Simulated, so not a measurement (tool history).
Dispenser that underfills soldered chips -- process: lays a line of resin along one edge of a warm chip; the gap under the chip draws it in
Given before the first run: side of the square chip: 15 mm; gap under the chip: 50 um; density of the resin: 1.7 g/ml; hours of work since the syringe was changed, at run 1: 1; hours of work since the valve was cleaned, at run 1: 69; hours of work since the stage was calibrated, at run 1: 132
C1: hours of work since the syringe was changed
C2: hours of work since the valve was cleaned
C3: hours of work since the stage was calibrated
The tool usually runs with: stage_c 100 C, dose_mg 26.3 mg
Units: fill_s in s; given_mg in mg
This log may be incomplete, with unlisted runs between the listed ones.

Run 1, day 0.000: usual settings; C1 1; C2 69; C3 132. Result: fill_s 227.8 s, given_mg 24.74 mg.
Run 2, day 0.083: usual settings; C1 2; C2 71; C3 133. Result: fill_s 243.1 s, given_mg 24.62 mg.
Run 3, day 0.171: usual settings but stage_c 114 C; C1 4; C2 72; C3 135. Result: fill_s 140.9 s, given_mg 24.68 mg.
Run 4, day 0.346: usual settings but stage_c 114 C; C1 7; C2 75; C3 138. Result: fill_s 160.0 s, given_mg 24.49 mg.
At day 0.375: new syringe of resin.
Run 5, day 0.450: usual settings but stage_c 114 C; C1 1; C2 77; C3 139. Result: fill_s 132.0 s, given_mg 24.50 mg.
Run 6, day 0.583: usual settings but stage_c 101 C; C1 4; C2 79; C3 142. Result: fill_s 246.4 s, given_mg 24.54 mg.
Run 7, day 0.692: usual settings but stage_c 101 C; C1 6; C2 81; C3 144. Result: fill_s 272.4 s, given_mg 24.29 mg.
At day 0.792: new syringe of resin.
Run 8, day 0.858: usual settings but stage_c 101 C; C1 1; C2 84; C3 147. Result: fill_s 231.1 s, given_mg 24.46 mg.
Run 9, day 1.033: usual settings but stage_c 101 C, dose_mg 27.9 mg; C1 4; C2 87; C3 150. Result: fill_s 251.4 s, given_mg 25.76 mg.
At day 1.212: new syringe of resin.
Run 10, day 1.225: usual settings but stage_c 101 C, dose_mg 27.9 mg; C1 0; C2 90; C3 153. Result: fill_s 217.2 s, given_mg 25.67 mg.
Run 11, day 1.321: usual settings but stage_c 101 C, dose_mg 27.9 mg; C1 2; C2 92; C3 155. Result: fill_s 226.7 s, given_mg 25.55 mg.
Run 12, day 1.492: usual settings but stage_c 101 C, dose_mg 27.9 mg; C1 5; C2 95; C3 158. Result: fill_s 257.3 s, given_mg 25.47 mg.
At day 1.625: new syringe of resin.
Run 13, day 1.704: usual settings but stage_c 101 C, dose_mg 27.9 mg; C1 1; C2 99; C3 161. Result: fill_s 224.3 s, given_mg 25.39 mg.
Run 14, day 1.850: usual settings but stage_c 98 C; C1 4; C2 102; C3 164. Result: fill_s 291.9 s, given_mg 23.93 mg.
At day 2.042: new syringe of resin.
Run 15, day 2.058: usual settings but dose_mg 31.4 mg; C1 0; C2 105; C3 168. Result: fill_s 212.9 s, given_mg 28.77 mg.
Run 16, day 2.212: usual settings but dose_mg 31.4 mg; C1 3; C2 108; C3 170. Result: fill_s 238.7 s, given_mg 28.58 mg.
Run 17, day 2.358: usual settings but dose_mg 31.4 mg; C1 6; C2 111; C3 173. Result: fill_s 259.1 s, given_mg 28.43 mg.
At day 2.467: new syringe of resin.
Run 18, day 2.471: usual settings but stage_c 95 C, dose_mg 26.8 mg; C1 0; C2 112; C3 175. Result: fill_s 282.0 s, given_mg 24.39 mg.
At day 2.546: dispensing valve cleaned and set on the balance.
Run 19, day 2.708: usual settings but stage_c 95 C, dose_mg 26.8 mg; C1 4; C2 3; C3 178. Result: fill_s 307.5 s, given_mg 26.79 mg.
Run 20, day 2.888: usual settings but dose_mg 31.3 mg; C1 7; C2 6; C3 182. Result: fill_s 277.5 s, given_mg 31.07 mg.
At day 2.929: new syringe of resin.
Run 21, day 3.079: usual settings but stage_c 89 C, dose_mg 34.1 mg; C1 3; C2 9; C3 185. Result: fill_s 382.7 s, given_mg 34.08 mg.
Run 22, day 3.171: usual settings but stage_c 89 C, dose_mg 34.2 mg; C1 4; C2 11; C3 186. Result: fill_s 404.9 s, given_mg 33.84 mg.

Estimate the outcome of run 23 from the log above:
Run 23, day 3.275: usual settings but stage_c 108 C, dose_mg 25.1 mg; C1 6; C2 13; C3 188. Result: fill_s ?, given_mg ?.

fill_s: 199.3 s
given_mg: 24.90 mg
If the tool had no hidden condition, the same run with the same run-to-run variation would have returned fill_s 155.3 s, given_mg 25.17 mg.
